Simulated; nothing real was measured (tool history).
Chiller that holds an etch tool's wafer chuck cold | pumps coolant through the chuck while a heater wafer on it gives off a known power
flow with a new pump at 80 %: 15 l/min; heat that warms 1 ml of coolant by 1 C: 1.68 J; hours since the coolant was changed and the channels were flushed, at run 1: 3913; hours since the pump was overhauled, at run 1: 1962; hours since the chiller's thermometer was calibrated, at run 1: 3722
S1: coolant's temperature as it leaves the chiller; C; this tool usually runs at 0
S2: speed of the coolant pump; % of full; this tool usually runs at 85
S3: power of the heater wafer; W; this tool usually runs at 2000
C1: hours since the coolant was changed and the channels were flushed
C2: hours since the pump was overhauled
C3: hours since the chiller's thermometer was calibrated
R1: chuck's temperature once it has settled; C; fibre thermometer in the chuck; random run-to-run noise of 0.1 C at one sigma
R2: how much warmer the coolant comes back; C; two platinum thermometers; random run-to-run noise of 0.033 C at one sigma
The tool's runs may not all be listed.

Run 1, hour 0.0: usual settings; C1 3913; C2 1962; C3 3722. Result: R1 13.5 C, R2 4.59 C.
Run 2, hour 59.2: usual settings but S3 2042 W; C1 3973; C2 2021; C3 3781. Result: R1 14.1 C, R2 4.70 C.
Run 3, hour 111.6: usual settings but S1 -4 C, S3 2042 W; C1 4025; C2 2074; C3 3833. Result: R1 9.8 C, R2 4.76 C.
Run 4, hour 158.5: usual settings but S1 -4 C, S3 2042 W; C1 4072; C2 2121; C3 3880. Result: R1 9.9 C, R2 4.69 C.
Run 5, hour 220.4: usual settings but S1 -4 C, S3 2042 W; C1 4134; C2 2183; C3 3942. Result: R1 9.8 C, R2 4.73 C.
Run 6, hour 280.4: usual settings but S1 -4 C, S3 2042 W; C1 4194; C2 2243; C3 4002. Result: R1 10.1 C, R2 4.68 C.
Run 7, hour 339.5: usual settings but S1 -4 C, S3 2042 W; C1 4253; C2 2302; C3 4061. Result: R1 9.9 C, R2 4.76 C.
Run 8, hour 400.7: usual settings but S1 -4 C, S3 2042 W; C1 4314; C2 2363; C3 4123. Result: R1 10.1 C, R2 4.71 C.
Run 9, hour 447.5: usual settings but S1 -4 C, S3 2042 W; C1 4361; C2 2410; C3 4169. Result: R1 10.0 C, R2 4.73 C.
Run 10, hour 504.3: usual settings but S1 -4 C, S3 2042 W; C1 4418; C2 2466; C3 4226. Result: R1 9.8 C, R2 4.74 C.
Run 11, hour 554.9: usual settings but S2 93 % of full; C1 4468; C2 2517; C3 4277. Result: R1 12.7 C, R2 4.20 C.
Run 12, hour 588.6: usual settings but S2 71 % of full; C1 4502; C2 2551; C3 4310. Result: R1 16.3 C, R2 5.62 C.
Run 13, hour 655.0: usual settings but S2 96 % of full; C1 4568; C2 2617; C3 4377. Result: R1 12.4 C, R2 4.08 C.
Run 14, hour 687.7: usual settings but S2 96 % of full; C1 4601; C2 2650; C3 4409. Result: R1 12.3 C, R2 4.01 C.
Run 15, hour 731.4: usual settings but S2 96 % of full; C1 4645; C2 2694; C3 4453. Result: R1 12.4 C, R2 4.04 C.
Run 16, hour 790.2: usual settings but S2 96 % of full; C1 4704; C2 2752; C3 4512. Result: R1 12.5 C, R2 4.05 C.
Run 17, hour 857.3: usual settings but S1 -10 C, S2 84 % of full; C1 4771; C2 2819; C3 4579. Result: R1 4.1 C, R2 4.66 C.
Run 18, hour 893.1: usual settings but S2 74 % of full; C1 4806; C2 2855; C3 4615. Result: R1 15.8 C, R2 5.43 C.
Run 19, hour 942.4: usual settings but S2 74 % of full; C1 4856; C2 2905; C3 4664. Result: R1 15.8 C, R2 5.42 C.
Run 20, hour 973.9: usual settings but S1 4 C, S3 1379 W; C1 4887; C2 2936; C3 4696. Result: R1 13.4 C, R2 3.20 C.
At hour 995.0: chiller's thermometer calibrated.
Run 21, hour 1007.4: usual settings but S1 7 C; C1 4920; C2 2969; C3 12. Result: R1 21.2 C, R2 4.69 C.
Run 22, hour 1055.6: usual settings but S1 7 C, S2 88 % of full, S3 1023 W; C1 4968; C2 3017; C3 61. Result: R1 14.2 C, R2 2.29 C.
Run 23, hour 1114.4: usual settings but S1 -6 C, S2 63 % of full, S3 1022 W; C1 5027; C2 3076; C3 119. Result: R1 3.6 C, R2 3.25 C.
Run 24, hour 1147.8: usual settings but S1 -3 C, S3 1201 W; C1 5060; C2 3109; C3 153. Result: R1 5.6 C, R2 2.85 C.
Run 25, hour 1187.7: usual settings but S1 -1 C, S2 62 % of full, S3 1426 W; C1 5100; C2 3149; C3 193. Result: R1 12.4 C, R2 4.66 C.
Run 26, hour 1221.2: usual settings but S1 -9 C, S2 66 % of full, S3 2109 W; C1 5134; C2 3182; C3 226. Result: R1 10.0 C, R2 6.51 C.
Run 27, hour 1280.7: usual settings but S1 -10 C, S3 2335 W; C1 5193; C2 3242; C3 286. Result: R1 7.0 C, R2 5.53 C.
Run 28, hour 1320.7: usual settings but S1 -10 C, S3 2335 W; C1 5233; C2 3282; C3 326. Result: R1 6.8 C, R2 5.52 C.
Run 29, hour 1373.1: usual settings but S1 7 C; C1 5285; C2 3334; C3 378. Result: R1 21.6 C, R2 4.72 C.
Run 30, hour 1418.0: usual settings but S1 -7 C, S3 2189 W; C1 5330; C2 3379; C3 423. Result: R1 8.8 C, R2 5.14 C.
Run 31, hour 1487.1: usual settings but S1 -2 C; C1 5399; C2 3448; C3 492. Result: R1 12.5 C, R2 4.72 C.

Alternative continuations, all from the tool just after run 31; predict every row:
Run A, hour 1540.2: usual settings but S1 -1 C, S2 76 % of full; C1 5453; C2 3501; C3 545. Result: R1 ?, R2 ?.
Run B, hour 1540.2: usual settings but S3 2776 W; C1 5453; C2 3501; C3 545. Result: R1 ?, R2 ?.
Run C, hour 1540.2: usual settings but S1 1 C; C1 5453; C2 3501; C3 545. Result: R1 ?, R2 ?.

run    R1    R2
  A  15.1  5.35
  B  20.4  6.60
  C  15.6  4.76
With the hidden condition removed and each run's random variation left untouched, the same runs would have given:
run    R1    R2
  A  12.1  5.05
  B  16.7  6.23
  C  12.9  4.49
